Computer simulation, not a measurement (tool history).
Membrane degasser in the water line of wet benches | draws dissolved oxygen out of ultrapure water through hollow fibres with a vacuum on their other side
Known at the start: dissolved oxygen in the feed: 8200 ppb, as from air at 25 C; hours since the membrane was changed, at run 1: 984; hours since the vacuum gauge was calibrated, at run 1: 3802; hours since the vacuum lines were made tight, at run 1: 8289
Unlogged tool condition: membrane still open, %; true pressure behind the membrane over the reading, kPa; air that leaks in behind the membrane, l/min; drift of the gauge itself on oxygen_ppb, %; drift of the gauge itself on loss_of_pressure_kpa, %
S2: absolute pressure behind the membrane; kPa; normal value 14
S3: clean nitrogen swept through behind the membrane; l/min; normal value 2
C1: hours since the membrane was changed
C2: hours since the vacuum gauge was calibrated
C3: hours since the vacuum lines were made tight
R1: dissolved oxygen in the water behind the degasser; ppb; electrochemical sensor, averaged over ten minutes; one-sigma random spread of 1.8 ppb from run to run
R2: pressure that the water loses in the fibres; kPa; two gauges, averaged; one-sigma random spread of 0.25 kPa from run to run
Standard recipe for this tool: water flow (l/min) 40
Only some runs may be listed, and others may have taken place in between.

{"run": 1, "hour": 0.0, "water flow (l/min)": 40, "S2": 14, "S3": 2, "C1": 984, "C2": 3802, "C3": 8289, "R1": 477.9, "R2": 68.47}
{"run": 2, "hour": 41.7, "water flow (l/min)": 40, "S2": 14, "S3": 2, "C1": 1026, "C2": 3844, "C3": 8331, "R1": 476.1, "R2": 68.59}
{"run": 3, "hour": 106.3, "water flow (l/min)": 40, "S2": 14, "S3": 2, "C1": 1090, "C2": 3908, "C3": 8396, "R1": 476, "R2": 68.72}
{"run": 4, "hour": 153.2, "water flow (l/min)": 40, "S2": 14, "S3": 2, "C1": 1137, "C2": 3955, "C3": 8443, "R1": 477, "R2": 68.72}
{"run": 5, "hour": 213.2, "water flow (l/min)": 40, "S2": 14, "S3": 2, "C1": 1197, "C2": 4015, "C3": 8503, "R1": 477.3, "R2": 68.26}
{"hour": 250.8, "done": "vacuum gauge calibrated"}
{"run": 6, "hour": 285.9, "water flow (l/min)": 40, "S2": 14, "S3": 2, "C1": 1270, "C2": 35, "C3": 8575, "R1": 481, "R2": 68.57}
{"run": 7, "hour": 333.3, "water flow (l/min)": 31, "S2": 14, "S3": 3.1, "C1": 1317, "C2": 82, "C3": 8622, "R1": 258.6, "R2": 53.24}
{"run": 8, "hour": 367.5, "water flow (l/min)": 38, "S2": 12.6, "S3": 0.92, "C1": 1351, "C2": 117, "C3": 8656, "R1": 741.6, "R2": 65.06}
{"run": 9, "hour": 423.5, "water flow (l/min)": 38, "S2": 12.6, "S3": 0.92, "C1": 1407, "C2": 173, "C3": 8712, "R1": 749.4, "R2": 65.49}
{"run": 10, "hour": 487.8, "water flow (l/min)": 38, "S2": 12.6, "S3": 0.92, "C1": 1471, "C2": 237, "C3": 8777, "R1": 744.8, "R2": 65.04}
{"run": 11, "hour": 522.6, "water flow (l/min)": 54, "S2": 33.3, "S3": 1.81, "C1": 1506, "C2": 272, "C3": 8812, "R1": 1609.7, "R2": 92.61}

Predict each of these 4 candidate next runs independently; none follows another, all start after run 11:
{"run": "A", "hour": 576.5, "water flow (l/min)": 25, "S2": 33.3, "S3": 0.84, "C1": 1560, "C2": 326, "C3": 8865, "R1": "?", "R2": "?"}
{"run": "B", "hour": 576.5, "water flow (l/min)": 40, "S2": 14, "S3": 2.24, "C1": 1560, "C2": 326, "C3": 8865, "R1": "?", "R2": "?"}
{"run": "C", "hour": 576.5, "water flow (l/min)": 40, "S2": 29.4, "S3": 2.28, "C1": 1560, "C2": 326, "C3": 8865, "R1": "?", "R2": "?"}
{"run": "D", "hour": 576.5, "water flow (l/min)": 42, "S2": 15.7, "S3": 1.3, "C1": 1560, "C2": 326, "C3": 8865, "R1": "?", "R2": "?"}

run=A R1=1594.2 R2=43.19
run=B R1=436.2 R2=68.66
run=C R1=956.9 R2=68.82
run=D R1=801.2 R2=72.26
Without the tool's hidden state the same runs would have given:
run=A R1=1573.1 R2=42.77
run=B R1=422.5 R2=68
run=C R1=942.2 R2=68.16
run=D R1=781.4 R2=71.57
